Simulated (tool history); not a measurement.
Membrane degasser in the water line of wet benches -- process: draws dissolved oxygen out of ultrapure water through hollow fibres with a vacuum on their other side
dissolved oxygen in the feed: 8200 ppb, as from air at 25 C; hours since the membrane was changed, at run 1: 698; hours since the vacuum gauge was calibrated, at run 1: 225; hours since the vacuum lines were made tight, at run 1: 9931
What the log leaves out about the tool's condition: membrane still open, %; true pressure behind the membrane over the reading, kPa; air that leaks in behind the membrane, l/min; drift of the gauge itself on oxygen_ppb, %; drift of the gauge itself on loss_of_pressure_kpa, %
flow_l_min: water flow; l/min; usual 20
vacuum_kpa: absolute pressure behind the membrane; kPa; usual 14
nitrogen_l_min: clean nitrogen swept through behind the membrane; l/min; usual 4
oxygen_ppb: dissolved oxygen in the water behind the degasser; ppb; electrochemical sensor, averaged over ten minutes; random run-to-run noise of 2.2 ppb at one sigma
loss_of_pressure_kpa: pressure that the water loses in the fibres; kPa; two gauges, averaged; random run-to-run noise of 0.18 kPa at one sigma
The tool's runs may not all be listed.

run,hour,flow_l_min,vacuum_kpa,nitrogen_l_min,hours since the membrane was changed,hours since the vacuum gauge was calibrated,hours since the vacuum lines were made tight,oxygen_ppb,loss_of_pressure_kpa
1,0,20,14,4,698,225,9931,214.6,34.12
2,71,20,14,4,769,296,10002,215.1,33.68
3,108.3,20,14,1.79,806,334,10039,355.9,33.67
4,147.8,20,14,1.79,846,373,10079,356.7,33.77
5,188.8,20,14,1.78,887,414,10120,362,33.57
6,230.9,20,14,1.78,929,456,10162,361.1,33.72
7,282.2,20,14,4,980,507,10213,214.5,33.96
8,357.2,20,14,4,1055,582,10288,211.1,33.7
9,421,22,14,4,1119,646,10352,262.8,37.13
10,488.2,22,14,4,1186,713,10419,256,36.74
11,532.7,20,15.8,4,1231,758,10464,239,33.48
12,595.5,20,14,4,1294,821,10526,217,33.58
13,679.7,20,14,4,1378,905,10611,211.3,33.44
14,720.2,20,25.1,4,1418,945,10651,336.4,33.28
15,770,20,14,4,1468,995,10701,212.7,33.35
16,843.9,20,14,4,1542,1069,10775,213.8,33.24
17,912.9,20,14,4,1611,1138,10844,214.3,33.27
18,959.1,22,14,4,1657,1184,10890,260.8,36.35
19,1000.1,17,24.5,4,1698,1225,10931,257.6,28.48
20,1049.4,18,9.6,4.76,1747,1275,10980,115.7,29.83
21,1087.3,30,33.8,2.85,1785,1313,11018,967.6,49.96
22,1168.3,30,33.8,2.85,1866,1394,11099,951.4,49.64
23,1224.9,30,14,2.85,1923,1450,11156,551.1,49.93
24,1281.5,21,14,2.85,1980,1507,11212,291.3,34.81
25,1330.1,12,14,3.02,2028,1555,11261,113.5,19.61
26,1377.6,12,14,3.02,2076,1603,11309,114,20.04
27,1434.6,14,18.3,1.68,2133,1660,11365,311.8,23.07
# hour 1464.5: gauge calibrated
28,1478.8,24,27.6,1.68,2177,1704,11410,853.8,40.5
29,1548.3,24,24.3,1.68,2246,1774,11479,779.3,40.82
30,1587.4,24,24.3,1.68,2285,1813,11518,775.8,40.43
31,1660.2,20,24.8,1.61,2358,1885,11591,672.4,33.79

5 options for the next run, each taken on its own from the tool as it stands now. Forecast them:
A,1731.2,27,27.3,9.98,2429,1956,11662,?,?
B,1731.2,31,14,4,2429,1956,11662,?,?
C,1731.2,20,10.8,4,2429,1956,11662,?,?
D,1731.2,20,9.6,6.29,2429,1956,11662,?,?
E,1731.2,32,30.2,3.49,2429,1956,11662,?,?

run,oxygen_ppb,loss_of_pressure_kpa
A,382.9,45.22
B,505.8,52.09
C,176.8,33.58
D,136.2,33.77
E,860.5,54.23
The same runs, with their run-to-run variation unchanged, on a tool lacking any hidden condition would have given:
run,oxygen_ppb,loss_of_pressure_kpa
A,382.7,45.44
B,505.6,52.35
C,176.7,33.75
D,136.1,33.94
E,860.3,54.5
